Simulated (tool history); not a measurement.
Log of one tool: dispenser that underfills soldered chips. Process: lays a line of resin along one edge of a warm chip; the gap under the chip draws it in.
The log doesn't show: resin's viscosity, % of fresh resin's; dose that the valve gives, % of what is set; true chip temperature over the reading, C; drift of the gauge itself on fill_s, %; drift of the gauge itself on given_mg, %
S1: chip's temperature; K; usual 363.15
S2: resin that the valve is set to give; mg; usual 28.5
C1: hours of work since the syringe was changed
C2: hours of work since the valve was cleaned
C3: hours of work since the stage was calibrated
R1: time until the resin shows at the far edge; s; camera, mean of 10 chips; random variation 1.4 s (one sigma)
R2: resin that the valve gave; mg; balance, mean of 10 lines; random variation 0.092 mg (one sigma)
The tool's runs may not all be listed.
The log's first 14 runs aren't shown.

{"run": 15, "hour": 72.7, "S1": 367.15, "S2": 28.5, "C1": 3, "C2": 91, "C3": 124, "R1": 142.3, "R2": 27.59}
{"hour": 78.1, "done": "new syringe of resin"}
{"run": 16, "hour": 79.7, "S1": 363.15, "S2": 28.5, "C1": 1, "C2": 96, "C3": 129, "R1": 149.3, "R2": 27.28}
{"run": 17, "hour": 84.2, "S1": 363.15, "S2": 28.5, "C1": 4, "C2": 99, "C3": 133, "R1": 177.6, "R2": 27.22}
{"hour": 87.1, "done": "new syringe of resin"}
{"run": 18, "hour": 90.8, "S1": 363.15, "S2": 28.5, "C1": 3, "C2": 104, "C3": 137, "R1": 164.7, "R2": 27.28}
{"hour": 95.9, "done": "new syringe of resin"}
{"run": 19, "hour": 95.9, "S1": 348.15, "S2": 24.9, "C1": 0, "C2": 108, "C3": 141, "R1": 259.1, "R2": 23.82}
{"run": 20, "hour": 99.4, "S1": 372.15, "S2": 25.8, "C1": 3, "C2": 110, "C3": 143, "R1": 120.9, "R2": 24.48}
{"run": 21, "hour": 104.1, "S1": 349.15, "S2": 26.8, "C1": 6, "C2": 114, "C3": 147, "R1": 325.3, "R2": 25.43}
{"hour": 104.8, "done": "new syringe of resin"}
{"run": 22, "hour": 108.2, "S1": 354.15, "S2": 24.5, "C1": 2, "C2": 116, "C3": 150, "R1": 230.9, "R2": 23.27}
{"hour": 113.8, "done": "new syringe of resin"}
{"run": 23, "hour": 114.7, "S1": 363.15, "S2": 28.1, "C1": 1, "C2": 121, "C3": 154, "R1": 148.3, "R2": 26.64}
{"run": 24, "hour": 121.6, "S1": 363.15, "S2": 29.4, "C1": 6, "C2": 126, "C3": 159, "R1": 187.6, "R2": 27.98}
{"hour": 122.6, "done": "new syringe of resin"}
{"run": 25, "hour": 128.5, "S1": 360.15, "S2": 28.5, "C1": 4, "C2": 131, "C3": 164, "R1": 199.0, "R2": 27.08}
{"hour": 131.6, "done": "new syringe of resin"}
{"run": 26, "hour": 132.5, "S1": 364.15, "S2": 24.5, "C1": 1, "C2": 134, "C3": 167, "R1": 148.8, "R2": 23.21}
{"hour": 134.0, "done": "dispensing valve cleaned and set on the balance"}
{"run": 27, "hour": 139.5, "S1": 352.15, "S2": 26.0, "C1": 5, "C2": 4, "C3": 171, "R1": 282.6, "R2": 25.98}
{"hour": 141.9, "done": "new syringe of resin"}
{"run": 28, "hour": 143.6, "S1": 360.15, "S2": 32.4, "C1": 1, "C2": 7, "C3": 174, "R1": 169.3, "R2": 32.27}
{"run": 29, "hour": 147.8, "S1": 353.15, "S2": 31.9, "C1": 4, "C2": 10, "C3": 177, "R1": 256.2, "R2": 31.77}
{"hour": 150.9, "done": "new syringe of resin"}
{"run": 30, "hour": 153.7, "S1": 353.15, "S2": 31.9, "C1": 2, "C2": 14, "C3": 181, "R1": 228.4, "R2": 31.72}
{"run": 31, "hour": 156.7, "S1": 363.15, "S2": 34.6, "C1": 4, "C2": 16, "C3": 184, "R1": 172.8, "R2": 34.28}
{"hour": 159.7, "done": "new syringe of resin"}
{"run": 32, "hour": 159.9, "S1": 355.15, "S2": 28.2, "C1": 0, "C2": 18, "C3": 186, "R1": 196.3, "R2": 27.94}
{"run": 33, "hour": 164.8, "S1": 355.15, "S2": 28.2, "C1": 4, "C2": 22, "C3": 189, "R1": 233.3, "R2": 27.84}
{"hour": 168.6, "done": "new syringe of resin"}
{"run": 34, "hour": 169.2, "S1": 355.15, "S2": 28.2, "C1": 0, "C2": 25, "C3": 192, "R1": 198.9, "R2": 27.89}
{"run": 35, "hour": 173.1, "S1": 378.15, "S2": 32.5, "C1": 3, "C2": 28, "C3": 195, "R1": 98.1, "R2": 32.14}

Forecast each of these 4 alternatives for the next run:
{"hour": 177.7, "done": "new syringe of resin"}
{"run": "A", "hour": 179.6, "S1": 354.15, "S2": 27.0, "C1": 1, "C2": 33, "C3": 200, "R1": "?", "R2": "?"}
{"hour": 177.7, "done": "new syringe of resin"}
{"run": "B", "hour": 179.6, "S1": 366.15, "S2": 33.1, "C1": 1, "C2": 33, "C3": 200, "R1": "?", "R2": "?"}
{"hour": 177.7, "done": "new syringe of resin"}
{"run": "C", "hour": 179.6, "S1": 352.15, "S2": 32.5, "C1": 1, "C2": 33, "C3": 200, "R1": "?", "R2": "?"}
{"hour": 177.7, "done": "new syringe of resin"}
{"run": "D", "hour": 179.6, "S1": 375.15, "S2": 26.4, "C1": 1, "C2": 33, "C3": 200, "R1": "?", "R2": "?"}

run=A R1=213.1 R2=26.56
run=B R1=136.1 R2=32.64
run=C R1=222.8 R2=31.91
run=D R1=101.4 R2=25.92
Without the tool's hidden state the same runs would have given:
run=A R1=196.1 R2=26.96
run=B R1=125.7 R2=33.13
run=C R1=205.3 R2=32.40
run=D R1=93.6 R2=26.30

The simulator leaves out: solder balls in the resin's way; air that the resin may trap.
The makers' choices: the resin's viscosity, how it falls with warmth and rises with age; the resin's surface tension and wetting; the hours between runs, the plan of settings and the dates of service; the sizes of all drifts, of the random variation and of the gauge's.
